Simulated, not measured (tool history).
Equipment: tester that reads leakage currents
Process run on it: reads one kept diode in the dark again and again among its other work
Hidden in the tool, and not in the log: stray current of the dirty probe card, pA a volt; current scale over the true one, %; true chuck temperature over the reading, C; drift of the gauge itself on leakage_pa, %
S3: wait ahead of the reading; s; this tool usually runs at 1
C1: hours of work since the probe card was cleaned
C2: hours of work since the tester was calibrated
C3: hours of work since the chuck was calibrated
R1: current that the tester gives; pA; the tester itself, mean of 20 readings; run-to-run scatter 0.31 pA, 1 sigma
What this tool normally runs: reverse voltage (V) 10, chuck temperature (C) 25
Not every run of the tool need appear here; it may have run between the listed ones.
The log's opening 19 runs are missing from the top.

Run 20, day 59.392: usual settings but reverse voltage (V) 1.1, S3 3.28 s; C1 437; C2 2661; C3 313. Result: R1 38.81 pA.
Run 21, day 61.792: usual settings but reverse voltage (V) 6.9, chuck temperature (C) 32; C1 473; C2 2697; C3 349. Result: R1 154.43 pA.
Run 22, day 63.788: usual settings but reverse voltage (V) 8.7, chuck temperature (C) 32, S3 1.47 s; C1 503; C2 2727; C3 379. Result: R1 172.27 pA.
Run 23, day 66.338: usual settings but reverse voltage (V) 8.7, chuck temperature (C) 32, S3 1.47 s; C1 542; C2 2765; C3 417. Result: R1 174.77 pA.
Run 24, day 68.725: usual settings but reverse voltage (V) 1.4, chuck temperature (C) 28, S3 0.87 s; C1 578; C2 2802; C3 453. Result: R1 55.5 pA.
Run 25, day 71.358: usual settings but reverse voltage (V) 15, chuck temperature (C) 40, S3 1.65 s; C1 618; C2 2841; C3 493. Result: R1 392.92 pA.
Run 26, day 74.146: usual settings but reverse voltage (V) 6.4, chuck temperature (C) 37, S3 0.43 s; C1 660; C2 2883; C3 535. Result: R1 217.03 pA.
Run 27, day 76.917: usual settings but reverse voltage (V) 6.4, chuck temperature (C) 37, S3 0.43 s; C1 702; C2 2925; C3 577. Result: R1 220.6 pA.
Run 28, day 80.621: usual settings but reverse voltage (V) 1.5, chuck temperature (C) 59, S3 2.11 s; C1 757; C2 2981; C3 633. Result: R1 444.1 pA.
Run 29, day 83.321: usual settings but reverse voltage (V) 2.5, chuck temperature (C) 27, S3 5.56 s; C1 798; C2 3022; C3 674. Result: R1 70.86 pA.
Run 30, day 87.212: usual settings but reverse voltage (V) 2.5, chuck temperature (C) 27, S3 5.56 s; C1 857; C2 3081; C3 732. Result: R1 72 pA.
Run 31, day 89.35: usual settings but reverse voltage (V) 2.5, chuck temperature (C) 27, S3 5.56 s; C1 889; C2 3113; C3 765. Result: R1 72.46 pA.
Run 32, day 93.4: usual settings but reverse voltage (V) 2.5, chuck temperature (C) 27, S3 5.56 s; C1 950; C2 3174; C3 826. Result: R1 73.65 pA.
At day 94.3: chuck's temperature calibrated.
Run 33, day 96.492: usual settings but reverse voltage (V) 9, chuck temperature (C) 27, S3 0.66 s; C1 996; C2 3219; C3 33. Result: R1 126.39 pA.
Run 34, day 98.821: usual settings but S3 4.43 s; C1 1031; C2 3254; C3 68. Result: R1 115.71 pA.
Run 35, day 102.042: usual settings but S3 4.43 s; C1 1079; C2 3303; C3 117. Result: R1 116.67 pA.
Run 36, day 104.15: usual settings but S3 4.43 s; C1 1111; C2 3335; C3 149. Result: R1 117.99 pA.
Run 37, day 106.258: usual settings but S3 4.43 s; C1 1143; C2 3367; C3 180. Result: R1 118.19 pA.
Run 38, day 110.104: usual settings but S3 4.43 s; C1 1201; C2 3425; C3 238. Result: R1 120.95 pA.
Run 39, day 112.421: usual settings but S3 4.43 s; C1 1236; C2 3460; C3 273. Result: R1 122.5 pA.

Predict each of these 4 candidate next runs independently; none follows another, all start after run 39:
Run A, day 114.154: usual settings but reverse voltage (V) 2.3, chuck temperature (C) 49, S3 4.43 s; C1 1262; C2 3486; C3 300. Result: R1 ?.
Run B, day 114.154: usual settings but reverse voltage (V) 1.1, chuck temperature (C) 39, S3 0.34 s; C1 1262; C2 3486; C3 300. Result: R1 ?.
Run C, day 114.154: usual settings but S3 2.9 s; C1 1262; C2 3486; C3 300. Result: R1 ?.
Run D, day 114.154: usual settings but reverse voltage (V) 2.2, chuck temperature (C) 55, S3 9.15 s; C1 1262; C2 3486; C3 300. Result: R1 ?.

run      R1
  A  280.35
  B  103.97
  C  122.66
  D  395.92
Without the tool's unlogged condition, the same runs would have read:
run      R1
  A  270.63
  B   99.68
  C   101.4
  D  384.72
